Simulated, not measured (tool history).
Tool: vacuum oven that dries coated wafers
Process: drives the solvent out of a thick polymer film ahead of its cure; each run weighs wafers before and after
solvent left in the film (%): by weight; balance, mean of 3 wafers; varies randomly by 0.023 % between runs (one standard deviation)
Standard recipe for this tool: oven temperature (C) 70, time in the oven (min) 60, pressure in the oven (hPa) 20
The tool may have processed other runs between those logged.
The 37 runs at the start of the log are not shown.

| run | hour | oven temperature (C) | time in the oven (min) | pressure in the oven (hPa) | solvent left in the film (%) |
|---|---|---|---|---|---|
| 38 | 2545.2 | 78 | 60 | 50.5 | 2.62 |
| 39 | 2617.9 | 62 | 37 | 17.3 | 5.25 |
| 40 | 2703.3 | 62 | 37 | 17.3 | 5.23 |
| 41 | 2798 | 62 | 100 | 37.8 | 4.25 |
| 42 | 2859.8 | 65 | 93 | 10 | 1.55 |
| 43 | 2934.3 | 70 | 60 | 13.6 | 1.92 |
| 44 | 3032.7 | 70 | 60 | 13.6 | 1.92 |
| 45 | 3127.8 | 70 | 60 | 13.6 | 1.92 |
| 46 | 3210.5 | 70 | 58 | 20 | 2.41 |
| 47 | 3269.5 | 60 | 58 | 20 | 4.81 |

Alternative continuations, all from the tool just after run 47; predict every row:
| A | 3310.2 | 70 | 60 | 37.3 | ? |
| B | 3310.2 | 70 | 31 | 20 | ? |
| C | 3310.2 | 59 | 60 | 55.2 | ? |
| D | 3310.2 | 60 | 58 | 20 | ? |

| run | solvent left in the film (%) |
|---|---|
| A | 3.46 |
| B | 4.21 |
| C | 7.85 |
| D | 4.82 |
With no hidden state in the tool, these same runs would have given:
| run | solvent left in the film (%) |
|---|---|
| A | 2.92 |
| B | 3.65 |
| C | 7.02 |
| D | 4.12 |

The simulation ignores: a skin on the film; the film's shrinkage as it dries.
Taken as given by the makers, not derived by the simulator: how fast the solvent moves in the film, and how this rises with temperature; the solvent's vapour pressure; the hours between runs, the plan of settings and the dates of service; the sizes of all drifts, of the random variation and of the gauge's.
